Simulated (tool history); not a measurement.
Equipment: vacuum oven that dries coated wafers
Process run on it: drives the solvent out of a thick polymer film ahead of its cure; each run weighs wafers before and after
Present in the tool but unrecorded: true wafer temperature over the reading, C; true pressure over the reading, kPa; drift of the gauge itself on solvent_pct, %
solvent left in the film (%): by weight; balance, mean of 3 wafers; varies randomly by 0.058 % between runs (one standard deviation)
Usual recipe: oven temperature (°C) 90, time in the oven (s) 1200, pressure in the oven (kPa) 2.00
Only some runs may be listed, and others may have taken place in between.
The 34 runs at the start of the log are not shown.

run	day	oven temperature (°C)	time in the oven (s)	pressure in the oven (kPa)	hours of work since the thermocouples were calibrated	hours of work since the vacuum gauge was cleaned of residue	solvent left in the film (%)
35	18.550	103	840	1.30	875	558	0.92
36	19.162	90	660	6.21	884	567	6.86
37	19.654	96	1500	4.27	891	574	2.83
38	20.317	90	1380	7.07	902	584	5.93
39	20.917	93	1380	2.58	911	593	2.38
40	21.258	90	840	2.00	916	599	3.93
41	21.871	96	900	2.49	925	608	2.64
42	22.454	77	1860	5.05	934	617	7.97
43	23.225	93	1860	3.95	946	629	2.96
44	23.921	104	1200	2.00	956	639	0.98
45	24.696	104	1200	2.00	968	651	1.05
46	25.188	104	1200	2.00	976	658	1.03
47	25.650	104	1200	2.00	983	665	0.88

Here are 3 independent what-if runs from the current tool condition. What would each one return?
A	26.338	89	960	6.43	993	676	?
B	26.338	84	1140	1.83	993	676	?
C	26.338	95	1620	2.78	993	676	?

run	solvent left in the film (%)
A	6.47
B	4.49
C	1.96
What these runs would have given with no unlogged condition in the tool:
run	solvent left in the film (%)
A	6.44
B	4.47
C	1.94
